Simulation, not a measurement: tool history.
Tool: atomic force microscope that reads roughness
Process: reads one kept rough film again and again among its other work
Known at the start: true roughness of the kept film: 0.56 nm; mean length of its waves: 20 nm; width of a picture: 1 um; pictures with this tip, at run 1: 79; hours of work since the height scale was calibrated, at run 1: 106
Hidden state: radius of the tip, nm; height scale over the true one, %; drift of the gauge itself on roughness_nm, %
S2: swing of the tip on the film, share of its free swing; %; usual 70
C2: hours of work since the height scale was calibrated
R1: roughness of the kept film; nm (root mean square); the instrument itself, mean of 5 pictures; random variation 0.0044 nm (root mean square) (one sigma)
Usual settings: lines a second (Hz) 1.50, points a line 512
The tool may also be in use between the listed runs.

Run 1, day 0.000: usual settings; pictures with this tip 79; C2 106. Result: R1 0.461 nm (root mean square).
Run 2, day 0.412: usual settings but lines a second (Hz) 0.80; pictures with this tip 104; C2 114. Result: R1 0.466 nm (root mean square).
Run 3, day 0.954: usual settings but lines a second (Hz) 0.80; pictures with this tip 137; C2 123. Result: R1 0.463 nm (root mean square).
Run 4, day 1.325: usual settings but lines a second (Hz) 0.80; pictures with this tip 159; C2 130. Result: R1 0.467 nm (root mean square).
Run 5, day 1.879: usual settings but lines a second (Hz) 0.80; pictures with this tip 192; C2 140. Result: R1 0.448 nm (root mean square).
Run 6, day 2.671: usual settings but points a line 556; pictures with this tip 240; C2 155. Result: R1 0.422 nm (root mean square).
Run 7, day 3.079: usual settings but points a line 556; pictures with this tip 265; C2 162. Result: R1 0.413 nm (root mean square).
Run 8, day 3.800: usual settings; pictures with this tip 308; C2 176. Result: R1 0.410 nm (root mean square).
Run 9, day 4.308: usual settings but points a line 353; pictures with this tip 339; C2 185. Result: R1 0.402 nm (root mean square).
At day 4.425: new tip fitted.
Run 10, day 4.842: usual settings but points a line 353; pictures with this tip 25; C2 194. Result: R1 0.461 nm (root mean square).
Run 11, day 5.604: usual settings but points a line 293; pictures with this tip 71; C2 208. Result: R1 0.451 nm (root mean square).
Run 12, day 6.125: usual settings but points a line 293; pictures with this tip 102; C2 218. Result: R1 0.440 nm (root mean square).
Run 13, day 6.708: usual settings but points a line 370; pictures with this tip 138; C2 229. Result: R1 0.439 nm (root mean square).
Run 14, day 7.450: usual settings but lines a second (Hz) 3.26, S2 56 %, points a line 450; pictures with this tip 182; C2 242. Result: R1 0.433 nm (root mean square).
Run 15, day 8.171: usual settings but lines a second (Hz) 0.79, S2 56 %, points a line 683; pictures with this tip 226; C2 255. Result: R1 0.456 nm (root mean square).
Run 16, day 8.562: usual settings but lines a second (Hz) 0.79, S2 56 %, points a line 683; pictures with this tip 249; C2 263. Result: R1 0.453 nm (root mean square).
Run 17, day 9.075: usual settings but lines a second (Hz) 1.67, S2 78 %, points a line 764; pictures with this tip 280; C2 272. Result: R1 0.388 nm (root mean square).
Run 18, day 9.521: usual settings but lines a second (Hz) 1.67, S2 78 %, points a line 764; pictures with this tip 307; C2 280. Result: R1 0.385 nm (root mean square).
At day 10.133: new tip fitted.
Run 19, day 10.333: usual settings but lines a second (Hz) 2.15, points a line 286; pictures with this tip 12; C2 295. Result: R1 0.446 nm (root mean square).
Run 20, day 10.962: usual settings but S2 62 %, points a line 323; pictures with this tip 50; C2 306. Result: R1 0.482 nm (root mean square).
Run 21, day 11.654: usual settings but lines a second (Hz) 1.69, points a line 1020; pictures with this tip 92; C2 319. Result: R1 0.455 nm (root mean square).
Run 22, day 12.188: usual settings but lines a second (Hz) 1.14, S2 73 %, points a line 1009; pictures with this tip 124; C2 329. Result: R1 0.460 nm (root mean square).
Run 23, day 12.746: usual settings but lines a second (Hz) 1.14, S2 73 %, points a line 1009; pictures with this tip 157; C2 339. Result: R1 0.443 nm (root mean square).
Run 24, day 13.204: usual settings but S2 83 %, points a line 406; pictures with this tip 185; C2 347. Result: R1 0.394 nm (root mean square).
Run 25, day 13.842: usual settings but points a line 687; pictures with this tip 224; C2 359. Result: R1 0.422 nm (root mean square).

5 ways to go on from here, each from the tool as it stands after run 25. What would each give?
Run A, day 14.304: usual settings but lines a second (Hz) 0.54, S2 57 %, points a line 589; pictures with this tip 252; C2 367. Result: R1 ?.
Run B, day 14.304: usual settings but lines a second (Hz) 0.89, S2 61 %, points a line 462; pictures with this tip 252; C2 367. Result: R1 ?.
Run C, day 14.304: usual settings but lines a second (Hz) 1.31, S2 66 %, points a line 313; pictures with this tip 252; C2 367. Result: R1 ?.
Run D, day 14.304: usual settings but lines a second (Hz) 0.83, S2 61 %, points a line 329; pictures with this tip 252; C2 367. Result: R1 ?.
Run E, day 14.304: usual settings but points a line 280; pictures with this tip 252; C2 367. Result: R1 ?.

run     R1
  A  0.457
  B  0.439
  C  0.425
  D  0.442
  E  0.411
Without the tool's hidden state the same runs would have given:
run     R1
  A  0.524
  B  0.504
  C  0.487
  D  0.507
  E  0.471
